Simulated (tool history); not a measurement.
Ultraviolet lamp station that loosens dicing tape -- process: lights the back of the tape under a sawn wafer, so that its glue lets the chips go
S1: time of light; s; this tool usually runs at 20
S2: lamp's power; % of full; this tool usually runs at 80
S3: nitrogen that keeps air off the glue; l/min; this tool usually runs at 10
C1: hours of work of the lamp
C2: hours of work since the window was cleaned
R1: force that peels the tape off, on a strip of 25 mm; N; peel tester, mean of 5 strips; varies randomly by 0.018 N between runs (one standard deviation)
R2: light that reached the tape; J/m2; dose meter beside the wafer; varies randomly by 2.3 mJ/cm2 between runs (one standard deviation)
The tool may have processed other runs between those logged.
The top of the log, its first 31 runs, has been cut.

run 32 hour=1000.7 | S1=10 S2=85 S3=9 | C1=111 C2=507 | R1=3.256 R2=1150
run 33 hour=1020.1 | S1=27 S2=80 S3=4 | C1=120 C2=516 | R1=0.916 R2=2900
run 34 hour=1056.3 | S1=27 S2=80 S3=4 | C1=137 C2=533 | R1=0.97 R2=2820
run 35 hour=1079.5 | S1=16 S2=79 S3=4 | C1=147 C2=543 | R1=2.577 R2=1670
run 36 hour=1111.3 | S1=11 S2=74 S3=7 | C1=162 C2=558 | R1=3.681 R2=1060
run 37 hour=1145.4 | S1=38 S2=80 S3=12 | C1=178 C2=573 | R1=0.286 R2=3900
run 38 hour=1187.7 | S1=38 S2=80 S3=12 | C1=197 C2=593 | R1=0.272 R2=3900
-- hour=1213.6 window cleaned of glue's vapour
run 39 hour=1232.9 | S1=35 S2=64 S3=10 | C1=217 C2=9 | R1=0.471 R2=3230
run 40 hour=1260.5 | S1=35 S2=64 S3=10 | C1=230 C2=21 | R1=0.475 R2=3200
run 41 hour=1287.8 | S1=35 S2=64 S3=10 | C1=242 C2=34 | R1=0.475 R2=3190
run 42 hour=1324.2 | S1=35 S2=64 S3=10 | C1=259 C2=51 | R1=0.477 R2=3160
run 43 hour=1363.4 | S1=38 S2=60 S3=11 | C1=277 C2=69 | R1=0.449 R2=3250

Consider 4 possible next runs. They are alternatives, not a sequence: every one starts from the tool as it was left by run 43. What does each give?
run A hour=1390.9 | S1=20 S2=88 S3=3 | C1=290 C2=81 | R1=? R2=?
run B hour=1390.9 | S1=22 S2=80 S3=6 | C1=290 C2=81 | R1=? R2=?
run C hour=1390.9 | S1=24 S2=86 S3=4 | C1=290 C2=81 | R1=? R2=?
run D hour=1390.9 | S1=39 S2=60 S3=11 | C1=290 C2=81 | R1=? R2=?

run=A R1=1.515 R2=2390
run=B R1=1.083 R2=2440
run=C R1=0.98 R2=2880
run=D R1=0.436 R2=3270
Stripped of hidden state, with their random variation kept, the same runs would have yielded:
run=A R1=1.253 R2=2640
run=B R1=0.878 R2=2690
run=C R1=0.79 R2=3170
run=D R1=0.356 R2=3610

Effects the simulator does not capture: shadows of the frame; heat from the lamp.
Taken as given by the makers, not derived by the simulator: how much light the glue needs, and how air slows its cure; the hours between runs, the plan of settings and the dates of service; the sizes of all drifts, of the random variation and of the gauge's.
